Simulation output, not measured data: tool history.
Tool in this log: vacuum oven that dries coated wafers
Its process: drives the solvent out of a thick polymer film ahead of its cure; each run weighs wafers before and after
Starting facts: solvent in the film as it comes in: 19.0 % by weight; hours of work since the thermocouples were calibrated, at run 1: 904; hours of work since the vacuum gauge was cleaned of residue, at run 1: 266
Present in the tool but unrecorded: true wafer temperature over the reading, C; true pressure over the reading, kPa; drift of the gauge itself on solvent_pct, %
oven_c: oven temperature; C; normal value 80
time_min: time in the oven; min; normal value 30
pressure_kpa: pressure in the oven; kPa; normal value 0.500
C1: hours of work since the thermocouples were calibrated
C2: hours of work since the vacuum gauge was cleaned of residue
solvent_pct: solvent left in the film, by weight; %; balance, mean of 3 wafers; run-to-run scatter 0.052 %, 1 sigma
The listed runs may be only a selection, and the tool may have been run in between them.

Run 1, hour 0.0: usual settings; C1 904; C2 266. Result: solvent_pct 2.00 %.
Run 2, hour 20.3: usual settings; C1 915; C2 277. Result: solvent_pct 2.08 %.
Run 3, hour 32.6: usual settings but oven_c 81 C; C1 922; C2 284. Result: solvent_pct 1.77 %.
Run 4, hour 53.4: usual settings but pressure_kpa 0.315 kPa; C1 934; C2 296. Result: solvent_pct 1.74 %.
Run 5, hour 70.8: usual settings but pressure_kpa 1.638 kPa; C1 944; C2 306. Result: solvent_pct 3.59 %.
Run 6, hour 83.6: usual settings but pressure_kpa 1.638 kPa; C1 951; C2 313. Result: solvent_pct 3.65 %.
Run 7, hour 97.7: usual settings but pressure_kpa 1.638 kPa; C1 959; C2 321. Result: solvent_pct 3.62 %.
Run 8, hour 117.3: usual settings but pressure_kpa 1.638 kPa; C1 970; C2 332. Result: solvent_pct 3.60 %.
Run 9, hour 131.4: usual settings but pressure_kpa 1.638 kPa; C1 978; C2 340. Result: solvent_pct 3.65 %.
Run 10, hour 146.4: usual settings but oven_c 87 C; C1 986; C2 348. Result: solvent_pct 0.87 %.
Run 11, hour 164.3: usual settings but oven_c 87 C, pressure_kpa 0.841 kPa; C1 996; C2 358. Result: solvent_pct 1.30 %.
Run 12, hour 179.3: usual settings but oven_c 67 C, time_min 54 min; C1 1004; C2 366. Result: solvent_pct 4.17 %.
Run 13, hour 190.3: usual settings but oven_c 75 C, time_min 48 min, pressure_kpa 0.958 kPa; C1 1011; C2 373. Result: solvent_pct 2.88 %.
Run 14, hour 210.6: usual settings but time_min 45 min; C1 1022; C2 384. Result: solvent_pct 1.30 %.
At hour 214.1: oven's thermocouples calibrated.
Run 15, hour 231.8: usual settings but oven_c 82 C, pressure_kpa 1.500 kPa; C1 10; C2 395. Result: solvent_pct 3.15 %.
Run 16, hour 249.6: usual settings but time_min 47 min, pressure_kpa 1.021 kPa; C1 20; C2 405. Result: solvent_pct 2.12 %.
Run 17, hour 261.6: usual settings but time_min 47 min, pressure_kpa 1.021 kPa; C1 27; C2 411. Result: solvent_pct 2.11 %.
Run 18, hour 278.5: usual settings but time_min 47 min, pressure_kpa 1.021 kPa; C1 36; C2 421. Result: solvent_pct 2.14 %.
Run 19, hour 295.5: usual settings but oven_c 71 C, time_min 48 min, pressure_kpa 0.750 kPa; C1 46; C2 430. Result: solvent_pct 3.87 %.
Run 20, hour 309.5: usual settings but oven_c 71 C, time_min 53 min, pressure_kpa 0.750 kPa; C1 53; C2 438. Result: solvent_pct 3.53 %.

Each row is a separate what-if for the run after 20, all from the same tool condition, not one after another. Results?
Run A, hour 328.9: usual settings but oven_c 71 C, time_min 21 min, pressure_kpa 0.750 kPa; C1 64; C2 449. Result: solvent_pct ?.
Run B, hour 328.9: usual settings but oven_c 85 C, time_min 22 min, pressure_kpa 0.750 kPa; C1 64; C2 449. Result: solvent_pct ?.
Run C, hour 328.9: usual settings but oven_c 88 C, time_min 35 min, pressure_kpa 1.050 kPa; C1 64; C2 449. Result: solvent_pct ?.
Run D, hour 328.9: usual settings but oven_c 67 C, time_min 42 min, pressure_kpa 0.504 kPa; C1 64; C2 449. Result: solvent_pct ?.

run  solvent_pct
  A         7.80
  B         2.29
  C         1.31
  D         5.63
With no hidden state in the tool, these same runs would have given:
run  solvent_pct
  A         6.67
  B         1.67
  C         1.01
  D         4.41
